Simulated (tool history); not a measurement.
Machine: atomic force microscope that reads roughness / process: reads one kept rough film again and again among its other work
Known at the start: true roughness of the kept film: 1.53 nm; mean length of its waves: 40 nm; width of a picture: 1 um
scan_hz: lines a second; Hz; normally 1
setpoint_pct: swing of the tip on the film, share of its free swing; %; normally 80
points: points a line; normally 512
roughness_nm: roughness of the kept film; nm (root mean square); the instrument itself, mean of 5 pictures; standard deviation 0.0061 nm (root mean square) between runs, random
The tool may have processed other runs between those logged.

| run | day | scan_hz | setpoint_pct | points | roughness_nm |
|---|---|---|---|---|---|
| 1 | 0 | 1 | 80 | 512 | 1.313 |
| 2 | 1.583 | 1 | 80 | 512 | 1.307 |
| 3 | 2.612 | 1 | 80 | 512 | 1.309 |
| 4 | 4.154 | 1 | 80 | 769 | 1.286 |
| 5 | 5.312 | 1 | 80 | 769 | 1.29 |
| 6 | 7.096 | 1 | 80 | 769 | 1.28 |
| 7 | 8.333 | 1 | 80 | 769 | 1.276 |
| 8 | 10.154 | 1.27 | 80 | 512 | 1.242 |
| 9 | 11.325 | 1.27 | 80 | 512 | 1.231 |
| 10 | 12.312 | 1.27 | 80 | 512 | 1.231 |
|  | 12.942 | new tip fitted |
| 11 | 13.9 | 1.27 | 80 | 512 | 1.335 |
| 12 | 15.633 | 1.19 | 80 | 512 | 1.333 |
| 13 | 17.146 | 1.19 | 80 | 512 | 1.318 |
|  | 17.35 | height scale calibrated on a step standard |
| 14 | 18.75 | 0.99 | 67 | 512 | 1.398 |
| 15 | 20.142 | 0.99 | 65 | 260 | 1.388 |
| 16 | 21.192 | 1 | 80 | 268 | 1.312 |
| 17 | 22.504 | 3.58 | 62 | 396 | 1.29 |
| 18 | 24.388 | 3.58 | 62 | 396 | 1.284 |
| 19 | 25.633 | 0.62 | 80 | 443 | 1.348 |

Alternative continuations, all from the tool just after run 19; predict every row:
| A | 26.75 | 0.62 | 80 | 328 | ? |
| B | 26.75 | 0.62 | 70 | 443 | ? |
| C | 26.75 | 0.62 | 80 | 722 | ? |
| D | 26.75 | 1 | 61 | 416 | ? |
| E | 26.75 | 0.73 | 56 | 513 | ? |

| run | roughness_nm |
|---|---|
| A | 1.35 |
| B | 1.367 |
| C | 1.358 |
| D | 1.378 |
| E | 1.377 |
With no hidden state in the tool, these same runs would have given:
| run | roughness_nm |
|---|---|
| A | 1.421 |
| B | 1.438 |
| C | 1.429 |
| D | 1.45 |
| E | 1.45 |
